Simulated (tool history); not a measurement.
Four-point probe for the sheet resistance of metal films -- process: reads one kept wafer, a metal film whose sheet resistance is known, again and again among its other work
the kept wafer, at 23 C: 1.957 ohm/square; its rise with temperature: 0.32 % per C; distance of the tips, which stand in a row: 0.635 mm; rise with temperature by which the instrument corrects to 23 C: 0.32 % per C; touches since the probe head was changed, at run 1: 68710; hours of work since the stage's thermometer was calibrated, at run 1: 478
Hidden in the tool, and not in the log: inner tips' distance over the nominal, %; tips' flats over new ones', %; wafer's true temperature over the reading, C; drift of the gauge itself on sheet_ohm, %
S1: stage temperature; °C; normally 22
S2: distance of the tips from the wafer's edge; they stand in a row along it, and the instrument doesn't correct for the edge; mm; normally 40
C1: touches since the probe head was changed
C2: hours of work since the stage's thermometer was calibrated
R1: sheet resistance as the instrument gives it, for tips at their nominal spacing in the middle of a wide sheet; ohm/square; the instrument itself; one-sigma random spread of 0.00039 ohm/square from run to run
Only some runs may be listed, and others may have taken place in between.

| run | day | S1 | S2 | C1 | C2 | R1 |
|---|---|---|---|---|---|---|
| 1 | 0 | 22 | 40 | 68710 | 478 | 1.972476 |
| 2 | 3.758 | 22 | 40 | 72413 | 545 | 1.973698 |
| 3 | 6.546 | 22 | 40 | 75162 | 594 | 1.974536 |
| 4 | 10.525 | 22 | 40 | 79085 | 664 | 1.975036 |
| 5 | 12.675 | 22 | 40 | 81204 | 702 | 1.976266 |
| 6 | 14.429 | 35 | 40 | 82935 | 733 | 1.975602 |
| 7 | 16.15 | 35 | 40 | 84628 | 763 | 1.975885 |
| 8 | 18.758 | 22 | 40 | 87199 | 809 | 1.976349 |
| 9 | 20.883 | 22 | 40 | 89293 | 847 | 1.977159 |
| 10 | 24.754 | 22 | 26 | 93109 | 915 | 1.978371 |
| 11 | 27.517 | 22 | 8 | 95832 | 964 | 1.984502 |
| 12 | 30.375 | 22 | 8 | 98651 | 1014 | 1.985301 |
| 13 | 33.429 | 22 | 40 | 101663 | 1068 | 1.979449 |
| 14 | 35.562 | 22 | 40 | 103763 | 1106 | 1.980121 |
| 15 | 38.796 | 22 | 7 | 106953 | 1163 | 1.989808 |
| 16 | 40.946 | 22 | 14 | 109073 | 1201 | 1.983944 |
| 17 | 43.425 | 22 | 10 | 111513 | 1244 | 1.986364 |
| 18 | 45.333 | 22 | 10 | 113396 | 1278 | 1.987778 |
| 19 | 47.229 | 22 | 40 | 115266 | 1311 | 1.983308 |
| 20 | 49.262 | 31 | 40 | 117267 | 1347 | 1.983437 |
|  | 52.021 | new probe head fitted |
| 21 | 52.779 | 31 | 53 | 748 | 1408 | 1.956785 |
| 22 | 56.183 | 31 | 53 | 4102 | 1468 | 1.958593 |
| 23 | 58.442 | 31 | 53 | 6329 | 1508 | 1.95865 |
| 24 | 62.15 | 31 | 53 | 9982 | 1574 | 1.959527 |
| 25 | 64.046 | 31 | 53 | 11851 | 1607 | 1.960208 |
| 26 | 66.067 | 24 | 40 | 13844 | 1643 | 1.961044 |
| 27 | 68.238 | 30 | 13 | 15985 | 1681 | 1.963127 |
| 28 | 72.125 | 30 | 13 | 19817 | 1750 | 1.964123 |
| 29 | 75.5 | 30 | 13 | 23143 | 1809 | 1.965397 |
| 30 | 78.417 | 30 | 13 | 26019 | 1861 | 1.965938 |
| 31 | 82.358 | 30 | 16 | 29904 | 1930 | 1.965787 |
| 32 | 85.038 | 32 | 4 | 32543 | 1977 | 1.991326 |
| 33 | 88.362 | 30 | 4 | 35823 | 2036 | 1.991858 |
| 34 | 91.492 | 28 | 15 | 38905 | 2091 | 1.967913 |
| 35 | 93.504 | 22 | 18 | 40889 | 2127 | 1.968326 |
| 36 | 96.017 | 22 | 18 | 43367 | 2171 | 1.968934 |
| 37 | 98.175 | 22 | 18 | 45494 | 2209 | 1.970105 |
| 38 | 99.8 | 20 | 40 | 47094 | 2238 | 1.967919 |
| 39 | 101.462 | 33 | 8 | 48736 | 2267 | 1.975342 |
| 40 | 104.308 | 29 | 5 | 51541 | 2317 | 1.986844 |
| 41 | 106.633 | 35 | 42 | 53831 | 2358 | 1.969944 |
| 42 | 110.1 | 34 | 30 | 57247 | 2419 | 1.970992 |
| 43 | 113.996 | 34 | 30 | 61088 | 2488 | 1.972547 |
| 44 | 117.05 | 28 | 40 | 64097 | 2542 | 1.97274 |

Here are 5 independent what-if runs from the current tool condition. What would each one return?
| A | 118.979 | 25 | 30 | 66002 | 2576 | ? |
| B | 118.979 | 28 | 26 | 66002 | 2576 | ? |
| C | 118.979 | 28 | 40 | 66002 | 2576 | ? |
| D | 118.979 | 20 | 38 | 66002 | 2576 | ? |
| E | 118.979 | 18 | 53 | 66002 | 2576 | ? |

| run | R1 |
|---|---|
| A | 1.97322 |
| B | 1.973718 |
| C | 1.973546 |
| D | 1.973745 |
| E | 1.972661 |
With no hidden state in the tool, these same runs would have given:
| run | R1 |
|---|---|
| A | 1.957188 |
| B | 1.957662 |
| C | 1.957492 |
| D | 1.957742 |
| E | 1.95668 |
